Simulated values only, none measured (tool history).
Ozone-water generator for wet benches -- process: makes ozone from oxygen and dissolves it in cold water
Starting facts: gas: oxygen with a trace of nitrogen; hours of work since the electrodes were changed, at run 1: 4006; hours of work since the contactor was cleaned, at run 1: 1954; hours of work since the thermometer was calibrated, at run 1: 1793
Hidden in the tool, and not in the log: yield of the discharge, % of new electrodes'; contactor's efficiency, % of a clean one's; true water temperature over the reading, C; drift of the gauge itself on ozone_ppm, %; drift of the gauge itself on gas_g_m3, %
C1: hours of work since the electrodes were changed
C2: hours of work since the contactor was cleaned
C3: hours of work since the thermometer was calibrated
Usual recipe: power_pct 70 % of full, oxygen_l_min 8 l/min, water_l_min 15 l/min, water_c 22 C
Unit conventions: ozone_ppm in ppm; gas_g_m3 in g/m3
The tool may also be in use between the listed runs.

{"run": 1, "hour": 0.0, "power_pct": 70, "oxygen_l_min": 8, "water_l_min": 15, "water_c": 22, "C1": 4006, "C2": 1954, "C3": 1793, "ozone_ppm": 25.5, "gas_g_m3": 209.3}
{"run": 2, "hour": 81.1, "power_pct": 70, "oxygen_l_min": 8, "water_l_min": 15, "water_c": 22, "C1": 4082, "C2": 2030, "C3": 1869, "ozone_ppm": 25.5, "gas_g_m3": 208.6}
{"run": 3, "hour": 230.9, "power_pct": 70, "oxygen_l_min": 8, "water_l_min": 15, "water_c": 22, "C1": 4224, "C2": 2171, "C3": 2011, "ozone_ppm": 25.3, "gas_g_m3": 207.9}
{"run": 4, "hour": 335.8, "power_pct": 70, "oxygen_l_min": 8, "water_l_min": 15, "water_c": 22, "C1": 4322, "C2": 2270, "C3": 2110, "ozone_ppm": 25.2, "gas_g_m3": 206.9}
{"run": 5, "hour": 413.4, "power_pct": 70, "oxygen_l_min": 10.67, "water_l_min": 15, "water_c": 22, "C1": 4396, "C2": 2344, "C3": 2183, "ozone_ppm": 23.7, "gas_g_m3": 179.2}
{"hour": 444.6, "done": "contactor cleaned"}
{"run": 6, "hour": 511.4, "power_pct": 70, "oxygen_l_min": 10.67, "water_l_min": 15, "water_c": 22, "C1": 4484, "C2": 63, "C3": 2271, "ozone_ppm": 24.4, "gas_g_m3": 176.6}
{"run": 7, "hour": 623.7, "power_pct": 70, "oxygen_l_min": 10.67, "water_l_min": 15, "water_c": 22, "C1": 4590, "C2": 169, "C3": 2377, "ozone_ppm": 24.4, "gas_g_m3": 176.9}
{"run": 8, "hour": 721.3, "power_pct": 70, "oxygen_l_min": 8, "water_l_min": 15, "water_c": 22, "C1": 4682, "C2": 261, "C3": 2469, "ozone_ppm": 25.6, "gas_g_m3": 203.3}
{"run": 9, "hour": 892.7, "power_pct": 70, "oxygen_l_min": 8, "water_l_min": 15, "water_c": 22, "C1": 4844, "C2": 422, "C3": 2631, "ozone_ppm": 25.2, "gas_g_m3": 201.9}
{"run": 10, "hour": 1049.0, "power_pct": 70, "oxygen_l_min": 8, "water_l_min": 15, "water_c": 22, "C1": 4991, "C2": 570, "C3": 2778, "ozone_ppm": 25.4, "gas_g_m3": 197.2}
{"run": 11, "hour": 1230.5, "power_pct": 70, "oxygen_l_min": 8, "water_l_min": 15, "water_c": 22, "C1": 5162, "C2": 741, "C3": 2949, "ozone_ppm": 24.9, "gas_g_m3": 201}
{"run": 12, "hour": 1326.4, "power_pct": 70, "oxygen_l_min": 8, "water_l_min": 15, "water_c": 22, "C1": 5253, "C2": 831, "C3": 3040, "ozone_ppm": 24.7, "gas_g_m3": 199}
{"run": 13, "hour": 1423.0, "power_pct": 57, "oxygen_l_min": 7.02, "water_l_min": 10, "water_c": 27, "C1": 5344, "C2": 922, "C3": 3131, "ozone_ppm": 25.2, "gas_g_m3": 183.6}
{"hour": 1474.9, "done": "water thermometer calibrated"}
{"run": 14, "hour": 1552.2, "power_pct": 57, "oxygen_l_min": 7.02, "water_l_min": 10, "water_c": 27, "C1": 5465, "C2": 1044, "C3": 73, "ozone_ppm": 25, "gas_g_m3": 181.1}
{"run": 15, "hour": 1706.2, "power_pct": 57, "oxygen_l_min": 7.02, "water_l_min": 10, "water_c": 27, "C1": 5610, "C2": 1189, "C3": 218, "ozone_ppm": 25, "gas_g_m3": 180.1}
{"run": 16, "hour": 1831.5, "power_pct": 70, "oxygen_l_min": 8, "water_l_min": 15, "water_c": 15, "C1": 5728, "C2": 1307, "C3": 336, "ozone_ppm": 27.3, "gas_g_m3": 192.7}
{"run": 17, "hour": 1960.9, "power_pct": 70, "oxygen_l_min": 8, "water_l_min": 15, "water_c": 15, "C1": 5850, "C2": 1429, "C3": 458, "ozone_ppm": 27.1, "gas_g_m3": 190.5}
{"run": 18, "hour": 2147.9, "power_pct": 70, "oxygen_l_min": 8, "water_l_min": 15, "water_c": 15, "C1": 6026, "C2": 1605, "C3": 634, "ozone_ppm": 26.9, "gas_g_m3": 189.6}
{"run": 19, "hour": 2245.5, "power_pct": 49, "oxygen_l_min": 9.78, "water_l_min": 23, "water_c": 15, "C1": 6119, "C2": 1697, "C3": 726, "ozone_ppm": 14.6, "gas_g_m3": 133.1}
{"run": 20, "hour": 2377.8, "power_pct": 96, "oxygen_l_min": 14.22, "water_l_min": 10, "water_c": 22, "C1": 6243, "C2": 1822, "C3": 851, "ozone_ppm": 31.2, "gas_g_m3": 172}
{"run": 21, "hour": 2517.8, "power_pct": 70, "oxygen_l_min": 9.59, "water_l_min": 19, "water_c": 24, "C1": 6375, "C2": 1954, "C3": 983, "ozone_ppm": 17.8, "gas_g_m3": 169.4}
{"run": 22, "hour": 2689.5, "power_pct": 55, "oxygen_l_min": 4.4, "water_l_min": 19, "water_c": 24, "C1": 6537, "C2": 2116, "C3": 1145, "ozone_ppm": 16.1, "gas_g_m3": 213.1}

Across each entry between runs, compare the hidden state at the last listed run before it with the hidden state at the first listed run after it:
Runs 5 to 6: contactor cleaned (hour 444.6)
  yield of the discharge, % of new electrodes': 83.3 -> 82.9; contactor's efficiency, % of a clean one's: 90.4 -> 99.5
  what was measured, less what the result would be without the hidden state, ozone_ppm: -6.4 -> -5.2 ppm; gas_g_m3: -35.8 -> -36.6 g/m3
Runs 13 to 14: water thermometer calibrated (hour 1474.9)
  yield of the discharge, % of new electrodes': 79.4 -> 78.9; contactor's efficiency, % of a clean one's: 96.2 -> 95.8; true water temperature over the reading, C: 0.16 -> 0.08
  what was measured, less what the result would be without the hidden state, ozone_ppm: -6.1 -> -6.1 ppm; gas_g_m3: -39.1 -> -39.6 g/m3

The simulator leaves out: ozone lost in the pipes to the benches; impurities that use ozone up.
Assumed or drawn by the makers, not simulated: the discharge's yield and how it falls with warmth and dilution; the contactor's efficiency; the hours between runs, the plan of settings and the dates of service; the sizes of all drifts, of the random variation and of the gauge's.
